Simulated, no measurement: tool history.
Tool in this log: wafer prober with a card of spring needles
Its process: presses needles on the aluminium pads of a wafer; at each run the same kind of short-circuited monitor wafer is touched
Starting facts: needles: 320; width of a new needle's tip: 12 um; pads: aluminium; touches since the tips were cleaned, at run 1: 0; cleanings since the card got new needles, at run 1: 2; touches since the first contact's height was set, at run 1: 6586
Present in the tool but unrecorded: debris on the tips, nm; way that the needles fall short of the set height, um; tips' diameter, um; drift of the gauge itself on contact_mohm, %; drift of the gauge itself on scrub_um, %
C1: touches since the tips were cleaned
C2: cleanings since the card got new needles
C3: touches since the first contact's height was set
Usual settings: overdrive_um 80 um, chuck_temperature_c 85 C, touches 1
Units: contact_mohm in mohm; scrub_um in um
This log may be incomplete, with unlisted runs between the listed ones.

{"run": 1, "day": 0.0, "overdrive_um": 80, "chuck_temperature_c": 85, "touches": 1, "C1": 0, "C2": 2, "C3": 6586, "contact_mohm": 149, "scrub_um": 16.68}
{"day": 0.533, "done": "tips cleaned on abrasive film"}
{"day": 1.092, "done": "tips cleaned on abrasive film"}
{"run": 2, "day": 1.421, "overdrive_um": 80, "chuck_temperature_c": 85, "touches": 1, "C1": 2220, "C2": 4, "C3": 16127, "contact_mohm": 154, "scrub_um": 16.7}
{"day": 1.654, "done": "tips cleaned on abrasive film"}
{"day": 2.233, "done": "tips cleaned on abrasive film"}
{"day": 2.842, "done": "tips cleaned on abrasive film"}
{"run": 3, "day": 2.892, "overdrive_um": 80, "chuck_temperature_c": 85, "touches": 1, "C1": 359, "C2": 7, "C3": 25988, "contact_mohm": 150, "scrub_um": 16.66}
{"day": 3.35, "done": "tips cleaned on abrasive film"}
{"day": 3.9, "done": "tips cleaned on abrasive film"}
{"run": 4, "day": 3.929, "overdrive_um": 80, "chuck_temperature_c": 85, "touches": 1, "C1": 196, "C2": 9, "C3": 32940, "contact_mohm": 151, "scrub_um": 16.66}
{"day": 4.4, "done": "tips cleaned on abrasive film"}
{"day": 4.904, "done": "tips cleaned on abrasive film"}
{"day": 5.483, "done": "tips cleaned on abrasive film"}
{"run": 5, "day": 5.675, "overdrive_um": 80, "chuck_temperature_c": 85, "touches": 1, "C1": 1286, "C2": 12, "C3": 44621, "contact_mohm": 153, "scrub_um": 16.72}
{"day": 6.021, "done": "tips cleaned on abrasive film"}
{"day": 6.567, "done": "tips cleaned on abrasive film"}
{"run": 6, "day": 6.871, "overdrive_um": 80, "chuck_temperature_c": 85, "touches": 1, "C1": 2046, "C2": 14, "C3": 52653, "contact_mohm": 153, "scrub_um": 16.85}
{"day": 7.112, "done": "tips cleaned on abrasive film"}
{"day": 7.658, "done": "tips cleaned on abrasive film"}
{"day": 8.2, "done": "tips cleaned on abrasive film"}
{"run": 7, "day": 8.567, "overdrive_um": 83, "chuck_temperature_c": 95, "touches": 2, "C1": 2482, "C2": 17, "C3": 64024, "contact_mohm": 155, "scrub_um": 17.15}
{"day": 8.808, "done": "tips cleaned on abrasive film"}
{"day": 9.342, "done": "tips cleaned on abrasive film"}
{"run": 8, "day": 9.638, "overdrive_um": 80, "chuck_temperature_c": 62, "touches": 2, "C1": 2018, "C2": 19, "C3": 71209, "contact_mohm": 150, "scrub_um": 16.58}
{"day": 9.842, "done": "tips cleaned on abrasive film"}
{"day": 10.392, "done": "tips cleaned on abrasive film"}
{"day": 10.925, "done": "tips cleaned on abrasive film"}
{"day": 11.479, "done": "tips cleaned on abrasive film"}
{"run": 9, "day": 11.479, "overdrive_um": 80, "chuck_temperature_c": 62, "touches": 2, "C1": 0, "C2": 23, "C3": 83514, "contact_mohm": 148, "scrub_um": 16.47}
{"day": 12.054, "done": "tips cleaned on abrasive film"}
{"run": 10, "day": 12.379, "overdrive_um": 80, "chuck_temperature_c": 43, "touches": 2, "C1": 2209, "C2": 24, "C3": 89579, "contact_mohm": 145, "scrub_um": 16.59}
{"day": 12.617, "done": "tips cleaned on abrasive film"}
{"day": 13.175, "done": "tips cleaned on abrasive film"}
{"day": 13.783, "done": "tips cleaned on abrasive film"}
{"run": 11, "day": 14.254, "overdrive_um": 81, "chuck_temperature_c": 32, "touches": 3, "C1": 3185, "C2": 27, "C3": 102168, "contact_mohm": 145, "scrub_um": 16.96}

Branching from run 11: 4 alternative next runs. What would each branch give?
{"day": 14.346, "done": "tips cleaned on abrasive film"}
{"day": 14.9, "done": "tips cleaned on abrasive film"}
{"run": "A", "day": 15.05, "overdrive_um": 71, "chuck_temperature_c": 76, "touches": 1, "C1": 1021, "C2": 29, "C3": 107473, "contact_mohm": "?", "scrub_um": "?"}
{"day": 14.346, "done": "tips cleaned on abrasive film"}
{"day": 14.9, "done": "tips cleaned on abrasive film"}
{"run": "B", "day": 15.05, "overdrive_um": 60, "chuck_temperature_c": 108, "touches": 1, "C1": 1021, "C2": 29, "C3": 107473, "contact_mohm": "?", "scrub_um": "?"}
{"day": 14.346, "done": "tips cleaned on abrasive film"}
{"day": 14.9, "done": "tips cleaned on abrasive film"}
{"run": "C", "day": 15.05, "overdrive_um": 74, "chuck_temperature_c": 85, "touches": 2, "C1": 1021, "C2": 29, "C3": 107473, "contact_mohm": "?", "scrub_um": "?"}
{"day": 14.346, "done": "tips cleaned on abrasive film"}
{"day": 14.9, "done": "tips cleaned on abrasive film"}
{"run": "D", "day": 15.05, "overdrive_um": 62, "chuck_temperature_c": 54, "touches": 2, "C1": 1021, "C2": 29, "C3": 107473, "contact_mohm": "?", "scrub_um": "?"}

run=A contact_mohm=151 scrub_um=14.64
run=B contact_mohm=159 scrub_um=12.56
run=C contact_mohm=152 scrub_um=15.57
run=D contact_mohm=149 scrub_um=12.83
Had the tool no hidden state, the same runs would have come out as:
run=A contact_mohm=151 scrub_um=14.64
run=B contact_mohm=158 scrub_um=12.56
run=C contact_mohm=152 scrub_um=15.57
run=D contact_mohm=148 scrub_um=12.84

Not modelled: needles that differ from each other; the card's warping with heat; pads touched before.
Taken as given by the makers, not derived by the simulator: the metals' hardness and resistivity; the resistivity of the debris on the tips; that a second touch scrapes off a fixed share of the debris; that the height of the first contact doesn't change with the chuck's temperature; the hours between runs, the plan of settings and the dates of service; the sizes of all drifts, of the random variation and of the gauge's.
